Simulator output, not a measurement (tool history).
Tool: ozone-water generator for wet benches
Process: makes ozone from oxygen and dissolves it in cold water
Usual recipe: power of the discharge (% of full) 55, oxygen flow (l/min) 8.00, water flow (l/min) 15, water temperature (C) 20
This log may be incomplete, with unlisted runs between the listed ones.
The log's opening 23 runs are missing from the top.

| run | hour | power of the discharge (% of full) | oxygen flow (l/min) | water flow (l/min) | water temperature (C) | hours of work since the electrodes were changed | hours of work since the contactor was cleaned | hours of work since the thermometer was calibrated | dissolved ozone (ppm) | ozone in the gas ahead of the water (g/m3) |
|---|---|---|---|---|---|---|---|---|---|---|
| 24 | 3295.0 | 55 | 4.46 | 15 | 19 | 1753 | 726 | 2767 | 25.3 | 275.3 |
| 25 | 3474.5 | 55 | 4.46 | 15 | 19 | 1903 | 876 | 2917 | 25.0 | 277.0 |
| 26 | 3584.1 | 55 | 6.90 | 15 | 27 | 1994 | 967 | 3009 | 19.7 | 210.3 |
|  | 3605.9 | contactor cleaned, once more |
| 27 | 3695.0 | 77 | 7.22 | 11 | 27 | 2084 | 74 | 3098 | 33.4 | 257.7 |
| 28 | 3785.6 | 77 | 7.22 | 11 | 27 | 2159 | 150 | 3173 | 33.3 | 257.9 |
|  | 3823.7 | water thermometer calibrated |
| 29 | 3892.4 | 47 | 12.64 | 15 | 18 | 2248 | 239 | 57 | 19.2 | 127.9 |
| 30 | 4050.6 | 47 | 12.64 | 15 | 18 | 2380 | 371 | 189 | 19.5 | 128.1 |
| 31 | 4145.0 | 47 | 12.64 | 15 | 18 | 2459 | 449 | 268 | 19.2 | 127.8 |
| 32 | 4247.1 | 47 | 5.02 | 15 | 18 | 2544 | 535 | 353 | 23.8 | 223.2 |
| 33 | 4439.1 | 47 | 12.07 | 13 | 18 | 2704 | 695 | 513 | 21.2 | 128.8 |
| 34 | 4634.5 | 52 | 7.83 | 10 | 20 | 2867 | 858 | 676 | 29.8 | 180.4 |

Consider 3 possible next runs. They are alternatives, not a sequence: every one starts from the tool as it was left by run 34. What does each give?
| A | 4798.5 | 52 | 7.83 | 10 | 13 | 3004 | 995 | 813 | ? | ? |
| B | 4798.5 | 52 | 7.37 | 20 | 13 | 3004 | 995 | 813 | ? | ? |
| C | 4798.5 | 48 | 7.83 | 11 | 20 | 3004 | 995 | 813 | ? | ? |

| run | dissolved ozone (ppm) | ozone in the gas ahead of the water (g/m3) |
|---|---|---|
| A | 34.6 | 181.3 |
| B | 19.3 | 191.0 |
| C | 26.1 | 170.6 |
With no hidden state in the tool, these same runs would have given:
| run | dissolved ozone (ppm) | ozone in the gas ahead of the water (g/m3) |
|---|---|---|
| A | 38.3 | 197.2 |
| B | 21.5 | 207.7 |
| C | 28.8 | 184.5 |

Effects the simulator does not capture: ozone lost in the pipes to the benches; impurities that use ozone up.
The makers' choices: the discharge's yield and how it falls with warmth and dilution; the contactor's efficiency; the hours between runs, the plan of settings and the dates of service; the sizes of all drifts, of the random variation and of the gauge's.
